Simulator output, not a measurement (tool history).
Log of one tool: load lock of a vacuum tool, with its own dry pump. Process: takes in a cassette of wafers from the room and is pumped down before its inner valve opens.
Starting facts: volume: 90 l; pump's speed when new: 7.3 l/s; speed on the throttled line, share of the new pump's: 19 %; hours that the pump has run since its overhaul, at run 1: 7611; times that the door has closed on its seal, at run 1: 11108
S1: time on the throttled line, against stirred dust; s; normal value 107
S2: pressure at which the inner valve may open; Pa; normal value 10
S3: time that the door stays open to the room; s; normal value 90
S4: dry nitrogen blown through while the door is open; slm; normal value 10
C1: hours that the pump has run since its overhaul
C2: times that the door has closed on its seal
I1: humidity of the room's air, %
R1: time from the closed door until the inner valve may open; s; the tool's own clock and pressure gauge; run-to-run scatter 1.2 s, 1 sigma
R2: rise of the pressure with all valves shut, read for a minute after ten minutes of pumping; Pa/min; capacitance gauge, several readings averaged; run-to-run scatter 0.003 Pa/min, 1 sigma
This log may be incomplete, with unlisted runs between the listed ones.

run    hour   S1  S2   S3  S4     C1     C2    I1     R1     R2
  1     0.0  107  10   90  10   7611  11108  42.6  206.9  0.242
  2   373.3  107  10   90  10   7985  11547  43.5  210.0  0.255
  3   832.9  107  10   90  10   8444  12088  44.8  209.3  0.282
  4  1104.2  107  10   90  10   8716  12407  45.3  209.6  0.295
  5  1460.6  107  10  154  10   9072  12826  43.3  211.5  0.326
  6  1936.3  107  10  154  10   9548  13386  43.2  212.3  0.334
  7  2190.9   58  10   90  10   9802  13686  44.8  171.4  0.329
  8  2456.4   58  10   90  10  10068  13998  44.4  174.2  0.352
  9  2783.7   58  10   96  10  10395  14383  45.4  175.1  0.359
 10  3188.0   58  10   96  10  10799  14859  44.6  174.9  0.386
 11  3521.0  103  14  195  26  11132  15251  46.7  206.6  0.391
 12  3806.8  107  10  209  40  11418  15587  46.6  214.0  0.390
 13  4178.7   78   9   86  10  11790  16024  47.7  192.7  0.428
 14  4389.6   78   9   86  10  12001  16272  44.6  193.6  0.429
 15  4859.6   65  11   90  10  12471  16825  47.3  181.8  0.453
 16  5066.7  107  10   69  28  12678  17069  45.2  215.2  0.451

4 ways to go on from here, each from the tool as it stands after run 16. What would each give?
  A  5294.2  100  10   90  11  12906  17337  45.0   ?   ?
  B  5294.2   96   7  238  10  12906  17337  44.8   ?   ?
  C  5294.2  107  18   69  28  12906  17337  47.0   ?   ?
  D  5294.2  199  10   90  10  12906  17337  45.8   ?   ?

run     R1     R2
  A  210.5  0.472
  B  214.5  0.503
  C  206.4  0.454
  D  287.0  0.486
With no hidden state in the tool, these same runs would have given:
run     R1     R2
  A  195.0  0.038
  B  198.1  0.068
  C  193.0  0.026
  D  274.9  0.047
